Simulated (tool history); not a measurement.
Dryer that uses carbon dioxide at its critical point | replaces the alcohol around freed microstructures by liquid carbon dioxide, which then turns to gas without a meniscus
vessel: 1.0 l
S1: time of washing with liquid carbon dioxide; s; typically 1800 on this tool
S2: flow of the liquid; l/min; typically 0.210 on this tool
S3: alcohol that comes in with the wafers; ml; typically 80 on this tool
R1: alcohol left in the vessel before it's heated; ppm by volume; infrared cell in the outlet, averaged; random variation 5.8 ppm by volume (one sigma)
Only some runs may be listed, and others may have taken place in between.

| run | hour | S1 | S2 | S3 | R1 |
|---|---|---|---|---|---|
| 1 | 0.0 | 1800 | 0.210 | 80 | 380 |
| 2 | 7.9 | 1800 | 0.210 | 80 | 385 |
| 3 | 15.8 | 1800 | 0.210 | 80 | 389 |
| 4 | 25.6 | 1800 | 0.169 | 80 | 1062 |
| 5 | 41.5 | 1800 | 0.210 | 80 | 404 |
| 6 | 56.4 | 1800 | 0.210 | 48 | 259 |
| 7 | 69.3 | 1800 | 0.210 | 48 | 275 |
| 8 | 76.1 | 1800 | 0.210 | 80 | 443 |
| 9 | 83.1 | 1800 | 0.210 | 80 | 452 |
| 10 | 93.6 | 1800 | 0.210 | 80 | 463 |
| 11 | 105.4 | 1800 | 0.210 | 80 | 479 |
| 12 | 117.1 | 1800 | 0.210 | 80 | 481 |
| 13 | 124.8 | 1800 | 0.210 | 102 | 602 |
| 14 | 133.7 | 1800 | 0.210 | 102 | 625 |
| 15 | 147.5 | 1800 | 0.174 | 102 | 1446 |
|  | 155.8 | inlet filter changed |
| 16 | 163.4 | 1800 | 0.210 | 101 | 272 |
| 17 | 178.5 | 1800 | 0.210 | 80 | 220 |
| 18 | 191.3 | 1800 | 0.210 | 80 | 226 |
| 19 | 206.5 | 1800 | 0.210 | 80 | 226 |
| 20 | 215.0 | 1800 | 0.210 | 57 | 167 |
| 21 | 231.3 | 1800 | 0.137 | 80 | 1575 |
| 22 | 240.4 | 1800 | 0.210 | 80 | 237 |
| 23 | 252.3 | 1800 | 0.210 | 80 | 253 |
| 24 | 259.1 | 1140 | 0.259 | 90 | 1008 |
| 25 | 273.2 | 2100 | 0.150 | 81 | 600 |
| 26 | 285.7 | 2100 | 0.321 | 39 | 19 |
| 27 | 295.9 | 1200 | 0.272 | 21 | 173 |
| 28 | 304.9 | 2700 | 0.189 | 80 | 51 |
| 29 | 317.3 | 2700 | 0.170 | 35 | 50 |
| 30 | 324.4 | 2700 | 0.170 | 35 | 46 |
| 31 | 331.7 | 1800 | 0.200 | 95 | 444 |
| 32 | 346.7 | 1080 | 0.222 | 23 | 675 |
| 33 | 355.1 | 1080 | 0.222 | 23 | 662 |
| 34 | 370.1 | 2460 | 0.338 | 25 | 24 |
| 35 | 384.4 | 2820 | 0.234 | 80 | 22 |
| 36 | 393.6 | 2820 | 0.234 | 80 | 26 |
| 37 | 403.5 | 1200 | 0.234 | 80 | 1325 |
| 38 | 414.8 | 1200 | 0.307 | 49 | 272 |
| 39 | 422.1 | 1200 | 0.307 | 49 | 286 |
| 40 | 430.4 | 1680 | 0.184 | 58 | 635 |
| 41 | 440.6 | 1620 | 0.132 | 40 | 1659 |
| 42 | 456.0 | 1620 | 0.132 | 40 | 1665 |
| 43 | 471.1 | 1860 | 0.298 | 54 | 40 |
| 44 | 479.3 | 1860 | 0.298 | 54 | 44 |
| 45 | 495.1 | 1860 | 0.298 | 54 | 49 |
| 46 | 506.4 | 1860 | 0.298 | 54 | 57 |

Forecast each of these 3 alternatives for the next run:
| A | 522.2 | 2160 | 0.319 | 80 | ? |
| B | 522.2 | 2040 | 0.298 | 77 | ? |
| C | 522.2 | 1260 | 0.332 | 71 | ? |

| run | R1 |
|---|---|
| A | 40 |
| B | 49 |
| C | 244 |
Without the tool's unlogged condition, the same runs would have read:
| run | R1 |
|---|---|
| A | 10 |
| B | 13 |
| C | 111 |
